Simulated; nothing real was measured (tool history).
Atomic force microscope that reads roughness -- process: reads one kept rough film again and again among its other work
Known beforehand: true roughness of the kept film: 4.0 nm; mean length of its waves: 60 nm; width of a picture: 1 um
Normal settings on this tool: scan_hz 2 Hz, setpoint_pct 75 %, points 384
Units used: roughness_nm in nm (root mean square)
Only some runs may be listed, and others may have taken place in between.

run 1 day=0 | scan_hz=2 setpoint_pct=75 points=384 | roughness_nm=3.268
run 2 day=2.462 | scan_hz=2 setpoint_pct=75 points=384 | roughness_nm=3.19
run 3 day=5.538 | scan_hz=2 setpoint_pct=75 points=384 | roughness_nm=3.115
run 4 day=7.933 | scan_hz=2 setpoint_pct=75 points=925 | roughness_nm=3.272
run 5 day=9.646 | scan_hz=2 setpoint_pct=75 points=925 | roughness_nm=3.221
run 6 day=12.379 | scan_hz=2 setpoint_pct=75 points=384 | roughness_nm=3.165
run 7 day=15.021 | scan_hz=0.81 setpoint_pct=75 points=384 | roughness_nm=3.652
run 8 day=16.575 | scan_hz=0.81 setpoint_pct=75 points=384 | roughness_nm=3.608
run 9 day=19.688 | scan_hz=2 setpoint_pct=62 points=517 | roughness_nm=3.481
run 10 day=21.85 | scan_hz=0.58 setpoint_pct=75 points=404 | roughness_nm=3.511
run 11 day=24.858 | scan_hz=0.58 setpoint_pct=75 points=404 | roughness_nm=3.632
run 12 day=26.917 | scan_hz=2.15 setpoint_pct=69 points=904 | roughness_nm=3.336
run 13 day=29.05 | scan_hz=2.15 setpoint_pct=69 points=904 | roughness_nm=3.292
run 14 day=31.558 | scan_hz=2.15 setpoint_pct=69 points=352 | roughness_nm=3.326

The log once held 6 entries between its listed runs, left out of this copy. Where does each go, and what is different about the tool's unlogged condition between the listed run before it and the listed run after it?
Run 3 -> run 4: new tip fitted (day 6.079)
  radius of the tip, nm: 24.4 -> 14; height scale over the true one, %: 1.62 -> 1.67
  measured minus no-state result, roughness_nm: -0.135 -> -0.001 nm (root mean square)
Run 6 -> run 7: height scale calibrated on a step standard (day 12.562); new tip fitted (day 14.146)
  radius of the tip, nm: 22.3 -> 11.9; height scale over the true one, %: 1.75 -> 2.5
  measured minus no-state result, roughness_nm: -0.106 -> +0.061 nm (root mean square)
Run 10 -> run 11: new tip fitted (day 22.192)
  radius of the tip, nm: 24.5 -> 16.3; height scale over the true one, %: 2.63 -> 2.7
  measured minus no-state result, roughness_nm: -0.118 -> +0.003 nm (root mean square)
Run 13 -> run 14: new tip fitted (day 29.975); height scale calibrated on a step standard, once more (day 30.438)
  radius of the tip, nm: 24.6 -> 13.8; height scale over the true one, %: 2.79 -> -0.03
  measured minus no-state result, roughness_nm: -0.106 -> -0.054 nm (root mean square)
